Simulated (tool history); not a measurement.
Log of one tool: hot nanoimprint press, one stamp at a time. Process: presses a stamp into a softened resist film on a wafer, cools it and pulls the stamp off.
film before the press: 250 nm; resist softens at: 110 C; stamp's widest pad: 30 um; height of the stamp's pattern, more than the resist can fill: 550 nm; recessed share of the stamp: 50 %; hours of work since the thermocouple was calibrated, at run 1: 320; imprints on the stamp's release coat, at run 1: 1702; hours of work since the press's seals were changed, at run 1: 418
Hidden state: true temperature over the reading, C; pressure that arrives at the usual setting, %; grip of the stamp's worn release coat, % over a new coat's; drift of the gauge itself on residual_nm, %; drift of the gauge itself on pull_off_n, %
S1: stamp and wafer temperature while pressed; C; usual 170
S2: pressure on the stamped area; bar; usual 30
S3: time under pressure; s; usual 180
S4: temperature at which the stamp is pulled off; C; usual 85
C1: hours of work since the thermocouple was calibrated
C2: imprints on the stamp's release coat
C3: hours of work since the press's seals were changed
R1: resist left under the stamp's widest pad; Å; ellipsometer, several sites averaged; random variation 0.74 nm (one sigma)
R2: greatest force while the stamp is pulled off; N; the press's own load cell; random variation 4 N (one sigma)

run    hour   S1    S2   S3  S4   C1    C2   C3    R1   R2
  1       0  170    30  180  85  320  1702  418   886  294
       76.3  -- stamp cleaned and given a new release coat
  2    80.9  179    30  180  85  374    23  471   629  201
      137.3  -- press's hydraulic seals changed and the load cell set to zero
  3   171.5  170    30  180  85  433   432   25   867  216
  4   251.3  170    30  180  78  490   828   82   859  262
  5   300.7  170    30  180  85  526  1072  117   847  239
  6   359.9  170    30  180  85  568  1366  160   860  255
      396.8  -- plate thermocouple calibrated
  7     437  170    30  180  85   29  1733  213   918  284
      504.8  -- stamp cleaned and given a new release coat
  8   508.3  170    30  180  85   76    18  260   909  206
  9     569  170    30  180  85  119   318  303   898  212
 10   631.4  170    30  180  85  164   628  348   891  224
 11   720.8  170    30  180  85  228  1071  412   893  246
 12   808.8  170    30  180  85  291  1507  475   890  259
      862.4  -- press's hydraulic seals changed and the load cell set to zero
 13   871.4  177    30  180  85  330  1778    7   649  278
      932.1  -- stamp cleaned and given a new release coat
 14   953.4  177    30  180  85  385   106   61   655  200
 15  1018.8  177    30  180  85  432   430  108   663  210
 16  1097.7  170  45.2  136  85  488   821  165   794  225
 17  1186.9  158  18.7  136  70  552  1263  228  1744  310
     1244.9  -- plate thermocouple calibrated
 18  1256.6  159  44.7  136  70    8  1593  276  1348  333
 19  1327.1  172    30  180  85   59  1943  327   847  292
     1352.7  -- stamp cleaned and given a new release coat
 20  1372.5  170  31.7  180  85   87    98  355   880  199
 21  1439.5  159  20.8   95  89  135   430  403  1886  211

The next listed run, before its measurement:
 22  1510.8  170  30  221  71  186  784  454   ?   ?

{"run 22": {"R1": 810, "R2": 281}}
Without the tool's hidden state the same run would have given R1 816 Å, R2 237 N.

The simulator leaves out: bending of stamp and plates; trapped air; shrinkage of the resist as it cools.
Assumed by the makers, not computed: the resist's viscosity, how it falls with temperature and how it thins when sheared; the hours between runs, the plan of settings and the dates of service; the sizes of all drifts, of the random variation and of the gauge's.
